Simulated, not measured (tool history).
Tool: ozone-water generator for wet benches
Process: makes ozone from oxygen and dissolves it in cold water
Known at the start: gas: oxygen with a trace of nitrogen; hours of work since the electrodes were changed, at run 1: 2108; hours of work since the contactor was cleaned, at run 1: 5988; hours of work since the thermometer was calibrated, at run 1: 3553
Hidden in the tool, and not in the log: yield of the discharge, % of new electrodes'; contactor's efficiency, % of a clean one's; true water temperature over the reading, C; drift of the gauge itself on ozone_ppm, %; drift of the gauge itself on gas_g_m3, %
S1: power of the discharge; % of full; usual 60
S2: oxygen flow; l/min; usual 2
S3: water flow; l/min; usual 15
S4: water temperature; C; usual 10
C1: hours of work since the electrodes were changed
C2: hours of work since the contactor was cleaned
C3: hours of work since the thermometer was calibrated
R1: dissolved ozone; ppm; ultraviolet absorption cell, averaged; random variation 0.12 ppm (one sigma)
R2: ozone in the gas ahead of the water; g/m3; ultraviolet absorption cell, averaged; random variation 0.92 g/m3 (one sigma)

Run 1, hour 0: usual settings; C1 2108; C2 5988; C3 3553. Result: R1 11.9 ppm, R2 153.5 g/m3.
Run 2, hour 64.5: usual settings; C1 2153; C2 6032; C3 3597. Result: R1 11.8 ppm, R2 153.9 g/m3.
Run 3, hour 130.2: usual settings; C1 2198; C2 6077; C3 3643. Result: R1 12 ppm, R2 154.6 g/m3.
Run 4, hour 203.8: usual settings; C1 2248; C2 6128; C3 3693. Result: R1 12 ppm, R2 153 g/m3.
Run 5, hour 282.9: usual settings but S1 94 % of full; C1 2303; C2 6182; C3 3748. Result: R1 15.4 ppm, R2 202.1 g/m3.
Run 6, hour 338.9: usual settings but S1 59 % of full; C1 2342; C2 6221; C3 3786. Result: R1 11.5 ppm, R2 153.1 g/m3.
Run 7, hour 381.9: usual settings but S1 59 % of full; C1 2371; C2 6251; C3 3816. Result: R1 11.7 ppm, R2 154.1 g/m3.
Run 8, hour 433.9: usual settings but S1 59 % of full, S2 3.28 l/min; C1 2407; C2 6286; C3 3852. Result: R1 14.2 ppm, R2 130 g/m3.
Run 9, hour 532.2: usual settings but S1 63 % of full; C1 2475; C2 6354; C3 3919. Result: R1 12.2 ppm, R2 160.3 g/m3.
Run 10, hour 596.2: usual settings but S1 88 % of full; C1 2519; C2 6398; C3 3964. Result: R1 14.9 ppm, R2 193.7 g/m3.
Run 11, hour 657.3: usual settings but S3 11 l/min; C1 2561; C2 6440; C3 4006. Result: R1 16.1 ppm, R2 153.7 g/m3.
Run 12, hour 723.9: usual settings; C1 2607; C2 6486; C3 4052. Result: R1 11.8 ppm, R2 155.1 g/m3.
Run 13, hour 808.5: usual settings but S2 3.01 l/min; C1 2665; C2 6544; C3 4110. Result: R1 13.8 ppm, R2 135.9 g/m3.
Run 14, hour 866.7: usual settings but S1 65 % of full, S2 2.67 l/min, S3 17 l/min, S4 11 C; C1 2705; C2 6584; C3 4150. Result: R1 12.4 ppm, R2 148.7 g/m3.

The next listed run, before its measurement:
Run 15, hour 924: usual settings but S1 56 % of full, S2 1.87 l/min; C1 2745; C2 6624; C3 4189. Result: R1 ?, R2 ?.

{"run 15": {"R1": 10.8, "R2": 152.2}}
Without the tool's hidden state the same run would have given R1 10.8 ppm, R2 150.6 g/m3.
